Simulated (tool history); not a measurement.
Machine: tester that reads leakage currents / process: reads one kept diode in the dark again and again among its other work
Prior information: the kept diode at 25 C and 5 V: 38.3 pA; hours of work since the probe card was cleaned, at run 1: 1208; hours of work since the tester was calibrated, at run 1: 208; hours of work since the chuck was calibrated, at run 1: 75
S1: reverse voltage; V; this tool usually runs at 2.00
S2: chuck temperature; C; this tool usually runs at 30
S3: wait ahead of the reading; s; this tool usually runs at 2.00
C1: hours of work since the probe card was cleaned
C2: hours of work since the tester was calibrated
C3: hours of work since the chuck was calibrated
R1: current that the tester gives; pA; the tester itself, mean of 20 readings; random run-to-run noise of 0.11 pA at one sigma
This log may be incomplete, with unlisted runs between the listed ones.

| run | day | S1 | S2 | S3 | C1 | C2 | C3 | R1 |
|---|---|---|---|---|---|---|---|---|
| 1 | 0.000 | 2.00 | 30 | 2.00 | 1208 | 208 | 75 | 32.90 |
| 2 | 3.942 | 2.00 | 30 | 2.00 | 1278 | 278 | 145 | 32.96 |
| 3 | 8.725 | 2.00 | 30 | 2.00 | 1363 | 363 | 230 | 32.82 |
| 4 | 12.321 | 2.00 | 30 | 2.00 | 1427 | 427 | 294 | 33.11 |
| 5 | 17.358 | 2.00 | 30 | 2.00 | 1517 | 516 | 383 | 33.06 |
| 6 | 20.588 | 2.00 | 30 | 2.00 | 1574 | 574 | 441 | 33.06 |
| 7 | 23.321 | 2.00 | 30 | 2.00 | 1623 | 622 | 489 | 32.99 |
|  | 25.967 | chuck's temperature calibrated |
| 8 | 26.692 | 2.00 | 30 | 2.00 | 1681 | 681 | 13 | 32.96 |
| 9 | 31.825 | 2.00 | 30 | 2.00 | 1773 | 772 | 104 | 32.86 |
| 10 | 34.529 | 2.00 | 23 | 2.00 | 1821 | 820 | 152 | 19.09 |
| 11 | 39.392 | 2.00 | 23 | 2.00 | 1907 | 907 | 239 | 19.31 |
| 12 | 44.038 | 2.00 | 30 | 2.00 | 1990 | 989 | 321 | 33.19 |
| 13 | 49.008 | 2.00 | 30 | 2.00 | 2078 | 1078 | 410 | 33.03 |
| 14 | 51.321 | 2.00 | 30 | 2.00 | 2119 | 1119 | 451 | 33.03 |
| 15 | 54.267 | 2.00 | 30 | 2.00 | 2172 | 1171 | 503 | 33.14 |
|  | 56.421 | chuck's temperature calibrated |
| 16 | 59.496 | 2.00 | 30 | 2.00 | 2263 | 1263 | 55 | 33.26 |
| 17 | 64.662 | 2.00 | 30 | 2.00 | 2355 | 1355 | 147 | 33.08 |
| 18 | 69.538 | 3.83 | 30 | 2.00 | 2442 | 1442 | 233 | 48.67 |
| 19 | 72.000 | 3.83 | 30 | 2.00 | 2486 | 1485 | 277 | 48.43 |
| 20 | 75.471 | 5.13 | 30 | 9.67 | 2547 | 1547 | 339 | 57.92 |
| 21 | 79.267 | 5.13 | 30 | 9.67 | 2615 | 1615 | 406 | 57.48 |
| 22 | 82.875 | 18.89 | 44 | 2.00 | 2679 | 1679 | 470 | 350.24 |
| 23 | 86.279 | 2.00 | 30 | 9.60 | 2740 | 1739 | 531 | 32.91 |
|  | 86.733 | chuck's temperature calibrated |
| 24 | 91.275 | 4.55 | 30 | 9.60 | 2827 | 1827 | 81 | 53.52 |
| 25 | 95.812 | 4.55 | 30 | 9.60 | 2908 | 1907 | 162 | 53.67 |

The next listed run, before its measurement:
| 26 | 100.517 | 4.55 | 30 | 9.60 | 2991 | 1991 | 245 | ? |

{"run 26": {"R1": 53.58}}
Take away the tool's hidden state, keep the run-to-run variation as it was, and the same run would have given R1 53.55 pA.
